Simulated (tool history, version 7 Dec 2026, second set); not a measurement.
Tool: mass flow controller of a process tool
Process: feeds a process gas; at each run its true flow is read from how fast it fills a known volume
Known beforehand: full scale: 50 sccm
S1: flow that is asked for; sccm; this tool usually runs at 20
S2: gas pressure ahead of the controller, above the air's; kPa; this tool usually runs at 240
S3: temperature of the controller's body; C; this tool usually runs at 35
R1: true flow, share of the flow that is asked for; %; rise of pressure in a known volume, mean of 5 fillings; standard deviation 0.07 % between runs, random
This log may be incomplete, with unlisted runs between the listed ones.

run    hour  S1   S2  S3     R1
  1     0.0  20  240  35  95.67
  2   116.7  20  240  35  95.79
  3   375.3  20  166  35  95.04
  4   500.6  20  148  35  94.98
  5   655.4  20  240  37  95.50
  6   904.0  20  240  35  95.43
  7  1164.2  20  240  22  96.15
  8  1334.7  20  240  22  96.22
  9  1529.5  20  240  35  95.27
 10  1792.5  20  240  35  95.44
 11  1979.3  20  240  35  95.17
 12  2214.0  20  240  35  95.17
 13  2481.8  20  240  21  96.04
 14  2600.1  20  240  26  95.77
 15  2807.6  20  240  21  95.85
 16  3084.8  20  240  21  95.80
 17  3283.5  20  240  21  95.73
 18  3457.1   7  200  35  91.30
 19  3729.9  10  225  32  92.90
 20  3950.7  29  141  32  95.12
 21  4140.6  20  154  35  93.97
 22  4285.1  20  154  35  93.92
 23  4514.8  20  154  35  93.96
 24  4724.8  20  154  35  93.93
 25  4984.8  20  154  35  93.84
 26  5221.4  19  178  38  93.77
 27  5361.7   8  182  20  91.86
 28  5494.8  20  154  32  93.90
 29  5687.3  45  248  32  96.81
 30  5878.8  45  248  32  96.69
 31  6134.7  49  240  35  96.76
     6253.5  -- controller exchanged for a calibrated one
 32  6340.6  49  240  35  99.48

Predict each of these 4 candidate next runs independently; none follows another, all start after run 32:
  A  6524.8  30  227  35   ?
  B  6524.8  23  240  20   ?
  C  6524.8  46  240  35   ?
  D  6524.8   7  194  35   ?

run     R1
  A  98.28
  B  98.90
  C  99.24
  D  96.61
Take away the tool's hidden state, keep each run's random variation, and the runs would have read:
run     R1
  A  98.48
  B  99.10
  C  99.43
  D  96.89

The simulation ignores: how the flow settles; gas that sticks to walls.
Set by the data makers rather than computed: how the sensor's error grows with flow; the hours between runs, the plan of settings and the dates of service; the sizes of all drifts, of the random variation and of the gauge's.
